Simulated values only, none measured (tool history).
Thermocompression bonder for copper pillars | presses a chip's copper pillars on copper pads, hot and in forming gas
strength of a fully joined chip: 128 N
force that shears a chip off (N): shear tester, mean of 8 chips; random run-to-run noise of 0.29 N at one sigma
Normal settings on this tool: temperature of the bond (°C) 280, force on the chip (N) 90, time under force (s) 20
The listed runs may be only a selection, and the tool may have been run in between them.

run,hour,temperature of the bond (°C),force on the chip (N),time under force (s),force that shears a chip off (N)
1,0,280,90,20,61.5
2,10.2,280,90,20,61.3
3,21.6,280,90,46,78.9
4,36.9,280,90,46,79
5,44.2,280,90,46,78.2
# hour 59.5: forming gas filter changed
6,59.9,280,90,46,87.9
7,69.1,280,90,46,87.6
8,84.7,308,59,13,51.9
9,100.7,308,59,13,51.6
10,109.3,255,83,24,51.3

Run 11, settings as shown, results not yet in. Your forecast:
11,124.5,255,83,24,?

Run 11 came out at force that shears a chip off (N) 50.9.
With no hidden state in the tool, this same run would have given force that shears a chip off (N) 47.6.
